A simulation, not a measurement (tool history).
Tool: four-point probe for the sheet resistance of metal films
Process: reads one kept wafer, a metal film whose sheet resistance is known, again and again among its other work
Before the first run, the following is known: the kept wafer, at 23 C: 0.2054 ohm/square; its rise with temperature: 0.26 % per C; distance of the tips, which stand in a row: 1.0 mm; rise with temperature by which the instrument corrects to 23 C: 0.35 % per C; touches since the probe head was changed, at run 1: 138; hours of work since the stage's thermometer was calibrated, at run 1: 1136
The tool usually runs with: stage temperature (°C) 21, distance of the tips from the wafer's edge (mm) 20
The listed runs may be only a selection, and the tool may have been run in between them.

run	hour	stage temperature (°C)	distance of the tips from the wafer's edge (mm)	touches since the probe head was changed	hours of work since the stage's thermometer was calibrated	sheet resistance as the instrument gives it (ohm/square)
1	0.0	21	20	138	1136	0.206282
2	42.6	21	20	2661	1165	0.206177
3	89.3	21	20	5425	1196	0.206069
4	131.4	21	20	7919	1224	0.205971
5	161.8	21	25	9721	1245	0.205783
6	181.6	21	20	10892	1258	0.205790
7	216.7	21	20	12969	1281	0.205780
8	261.0	21	20	15596	1311	0.205764
9	295.6	21	20	17642	1334	0.205648
10	338.7	21	20	20197	1363	0.205467
11	372.5	21	9	22193	1385	0.206452
12	398.7	21	9	23750	1403	0.206458
13	434.7	28	13	25879	1427	0.204271
14	477.4	31	14	28407	1456	0.203582

The next listed run, before its measurement:
15	512.1	18	3	30461	1479	?

{"run 15": {"sheet resistance as the instrument gives it (ohm/square)": 0.217}}
Without the tool's hidden state the same run would have given sheet resistance as the instrument gives it (ohm/square) 0.218023.
